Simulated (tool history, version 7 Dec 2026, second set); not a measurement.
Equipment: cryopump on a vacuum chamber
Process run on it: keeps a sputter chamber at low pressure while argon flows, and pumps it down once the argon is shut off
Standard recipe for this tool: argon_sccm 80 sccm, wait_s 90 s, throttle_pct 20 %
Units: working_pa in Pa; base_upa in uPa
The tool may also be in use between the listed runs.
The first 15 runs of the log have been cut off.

| run | hour | argon_sccm | wait_s | throttle_pct | hours of work since the pump was warmed up and emptied | hours of work since the cold head was overhauled | hours of work since the chamber's fittings were tightened | working_pa | base_upa |
|---|---|---|---|---|---|---|---|---|---|
| 16 | 447.3 | 80 | 34 | 20 | 173 | 605 | 388 | 0.5069 | 1.88 |
| 17 | 467.1 | 80 | 34 | 20 | 189 | 620 | 404 | 0.5057 | 1.8 |
| 18 | 507 | 80 | 34 | 20 | 221 | 652 | 436 | 0.5103 | 1.79 |
| 19 | 532 | 40 | 87 | 30 | 241 | 672 | 456 | 0.1728 | 1.03 |
| 20 | 565.9 | 40 | 87 | 30 | 268 | 699 | 483 | 0.175 | 1.03 |
| 21 | 596 | 38 | 187 | 59 | 292 | 723 | 507 | 0.088 | 0.79 |
| 22 | 629.1 | 38 | 187 | 59 | 318 | 750 | 533 | 0.0891 | 0.77 |
| 23 | 661.9 | 38 | 187 | 59 | 344 | 776 | 559 | 0.0898 | 0.81 |
| 24 | 693.4 | 80 | 77 | 44 | 369 | 801 | 584 | 0.249 | 1.24 |
| 25 | 724.1 | 146 | 56 | 46 | 394 | 825 | 609 | 0.4377 | 1.44 |
|  | 773.7 | pump warmed up, emptied and cooled again |
| 26 | 773.7 | 146 | 56 | 46 | 0 | 861 | 644 | 0.3958 | 1.32 |
| 27 | 804.5 | 146 | 56 | 46 | 25 | 886 | 669 | 0.4023 | 1.37 |
| 28 | 828.4 | 82 | 108 | 20 | 44 | 905 | 688 | 0.5132 | 0.95 |
| 29 | 854.8 | 82 | 108 | 20 | 65 | 926 | 709 | 0.515 | 0.99 |
| 30 | 887.9 | 60 | 68 | 20 | 91 | 952 | 735 | 0.3776 | 1.25 |
| 31 | 909.8 | 60 | 68 | 20 | 108 | 969 | 753 | 0.3773 | 1.29 |
| 32 | 931.9 | 60 | 68 | 20 | 126 | 987 | 771 | 0.3762 | 1.26 |
| 33 | 957.5 | 92 | 90 | 20 | 147 | 1008 | 791 | 0.5834 | 1.17 |
| 34 | 1002.2 | 80 | 90 | 19 | 182 | 1043 | 827 | 0.5361 | 1.18 |

Below are 3 alternative next runs, each starting from the tool's condition after run 34. Predict each:
| A | 1028.4 | 80 | 41 | 35 | 203 | 1064 | 847 | ? | ? |
| B | 1028.4 | 129 | 90 | 18 | 203 | 1064 | 847 | ? | ? |
| C | 1028.4 | 80 | 90 | 26 | 203 | 1064 | 847 | ? | ? |

| run | working_pa | base_upa |
|---|---|---|
| A | 0.2989 | 1.8 |
| B | 0.9037 | 1.17 |
| C | 0.3921 | 1.13 |
The same runs, with their run-to-run variation unchanged, on a tool lacking any hidden condition would have given:
| run | working_pa | base_upa |
|---|---|---|
| A | 0.2861 | 1.37 |
| B | 0.8833 | 0.73 |
| C | 0.3794 | 0.7 |
